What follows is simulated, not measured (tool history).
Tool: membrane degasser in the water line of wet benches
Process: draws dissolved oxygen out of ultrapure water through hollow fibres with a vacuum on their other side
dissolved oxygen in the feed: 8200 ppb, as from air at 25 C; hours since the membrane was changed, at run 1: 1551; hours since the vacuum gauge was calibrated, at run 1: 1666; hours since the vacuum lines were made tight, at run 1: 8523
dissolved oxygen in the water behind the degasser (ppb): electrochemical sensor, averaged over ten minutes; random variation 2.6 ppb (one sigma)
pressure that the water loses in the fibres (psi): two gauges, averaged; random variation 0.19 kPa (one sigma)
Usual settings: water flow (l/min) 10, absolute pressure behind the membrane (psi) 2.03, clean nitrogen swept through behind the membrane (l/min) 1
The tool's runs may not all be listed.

run     day  water flow (l/min)  absolute pressure behind the membrane (psi)  clean nitrogen swept through behind the membrane (l/min)  hours since the membrane was changed  hours since the vacuum gauge was calibrated  hours since the vacuum lines were made tight  dissolved oxygen in the water behind the degasser (ppb)  pressure that the water loses in the fibres (psi)
  1       0                  10                                         2.03                                                         1                                  1551                                         1666                                          8523                                                    267.6                                              5.571
  2   2.133                  10                                         2.03                                                         1                                  1602                                         1717                                          8574                                                    263.3                                              5.588
  3   3.083                  10                                         2.03                                                         1                                  1625                                         1740                                          8596                                                    266.2                                              5.613
  4   4.979                  10                                         2.03                                                      0.91                                  1671                                         1786                                          8642                                                    290.7                                              5.601
      5.158  -- vacuum gauge calibrated
  5   6.375                  10                                         2.03                                                      0.91                                  1704                                           29                                          8675                                                    293.1                                              5.591
  6   7.438                  10                                         2.03                                                      0.91                                  1729                                           55                                          8701                                                    297.3                                              5.524
  7   9.517                   7                                          4.5                                                      1.21                                  1779                                          105                                          8750                                                    390.4                                               3.92
     10.283  -- vacuum gauge calibrated, once more
  8  11.358                   7                                          4.5                                                      1.21                                  1823                                           26                                          8794                                                    391.4                                              3.906
  9  12.912                   7                                         1.93                                                      0.47                                  1860                                           63                                          8831                                                    353.9                                              3.928
 10  14.612                  13                                          1.8                                                      2.28                                  1901                                          104                                          8872                                                    148.8                                               7.21
 11   16.25                  10                                         4.61                                                      1.58                                  1940                                          143                                          8911                                                    443.2                                              5.571

How the hidden state differs across the entries between the runs, from the last listed run before each to the first after it:
Between runs 4 and 5: vacuum gauge calibrated (day 5.158)
  true pressure behind the membrane over the reading, kPa: 0.06 -> 0.09
  measured less the result without the state, dissolved oxygen in the water behind the degasser (ppb): +7.1 -> +7.8; pressure that the water loses in the fibres (psi): +0.046 -> +0.046
Between runs 7 and 8: vacuum gauge calibrated, once more (day 10.283)
  true pressure behind the membrane over the reading, kPa: 0.09 -> 0
  measured less the result without the state, dissolved oxygen in the water behind the degasser (ppb): +13.3 -> +12.2; pressure that the water loses in the fibres (psi): +0.033 -> +0.035
